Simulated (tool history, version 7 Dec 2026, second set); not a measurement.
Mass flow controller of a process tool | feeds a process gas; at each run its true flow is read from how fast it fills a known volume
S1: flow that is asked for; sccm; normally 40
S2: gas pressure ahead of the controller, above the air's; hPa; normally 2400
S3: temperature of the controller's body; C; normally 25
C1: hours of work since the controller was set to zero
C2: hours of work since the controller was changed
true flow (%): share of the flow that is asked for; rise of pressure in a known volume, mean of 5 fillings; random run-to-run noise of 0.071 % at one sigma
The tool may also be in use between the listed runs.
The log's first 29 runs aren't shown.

run 30 hour=4211.5 | S1=17 S2=2400 S3=25 | C1=5387 C2=5387 | true_flow_(%)=96.34
run 31 hour=4321.6 | S1=17 S2=2400 S3=25 | C1=5452 C2=5452 | true_flow_(%)=96.39
run 32 hour=4462.3 | S1=17 S2=2250 S3=29 | C1=5535 C2=5535 | true_flow_(%)=96.31
run 33 hour=4577.2 | S1=17 S2=2760 S3=25 | C1=5603 C2=5603 | true_flow_(%)=96.17
run 34 hour=4684.5 | S1=17 S2=2760 S3=25 | C1=5666 C2=5666 | true_flow_(%)=96.19
run 35 hour=4797.2 | S1=11 S2=2400 S3=25 | C1=5733 C2=5733 | true_flow_(%)=95.33
run 36 hour=4940.8 | S1=13 S2=2200 S3=23 | C1=5818 C2=5818 | true_flow_(%)=95.84
run 37 hour=5066.9 | S1=6 S2=1770 S3=39 | C1=5892 C2=5892 | true_flow_(%)=93.14
run 38 hour=5171.2 | S1=45 S2=2000 S3=29 | C1=5954 C2=5954 | true_flow_(%)=97.85
run 39 hour=5310.4 | S1=45 S2=2000 S3=29 | C1=6036 C2=6036 | true_flow_(%)=97.82
run 40 hour=5515.8 | S1=40 S2=2510 S3=23 | C1=6158 C2=6158 | true_flow_(%)=97.56
run 41 hour=5727.2 | S1=40 S2=2510 S3=23 | C1=6283 C2=6283 | true_flow_(%)=97.45
run 42 hour=5889.0 | S1=13 S2=1570 S3=31 | C1=6378 C2=6378 | true_flow_(%)=95.62
run 43 hour=6085.1 | S1=13 S2=1570 S3=31 | C1=6494 C2=6494 | true_flow_(%)=95.57
run 44 hour=6238.2 | S1=13 S2=1570 S3=31 | C1=6585 C2=6585 | true_flow_(%)=95.52
run 45 hour=6370.9 | S1=36 S2=1570 S3=21 | C1=6663 C2=6663 | true_flow_(%)=97.68
run 46 hour=6539.3 | S1=40 S2=2400 S3=21 | C1=6763 C2=6763 | true_flow_(%)=97.45
run 47 hour=6699.0 | S1=40 S2=2400 S3=21 | C1=6857 C2=6857 | true_flow_(%)=97.40

Each row is a separate what-if for the run after 47, all from the same tool condition, not one after another. Results?
run A hour=6804.1 | S1=8 S2=2130 S3=25 | C1=6919 C2=6919 | true_flow_(%)=?
run B hour=6804.1 | S1=40 S2=2110 S3=36 | C1=6919 C2=6919 | true_flow_(%)=?
run C hour=6804.1 | S1=8 S2=2400 S3=27 | C1=6919 C2=6919 | true_flow_(%)=?

run=A true_flow_(%)=93.67
run=B true_flow_(%)=97.17
run=C true_flow_(%)=93.63
Had the tool no hidden state, the same runs would have come out as:
run=A true_flow_(%)=98.91
run=B true_flow_(%)=99.44
run=C true_flow_(%)=98.87

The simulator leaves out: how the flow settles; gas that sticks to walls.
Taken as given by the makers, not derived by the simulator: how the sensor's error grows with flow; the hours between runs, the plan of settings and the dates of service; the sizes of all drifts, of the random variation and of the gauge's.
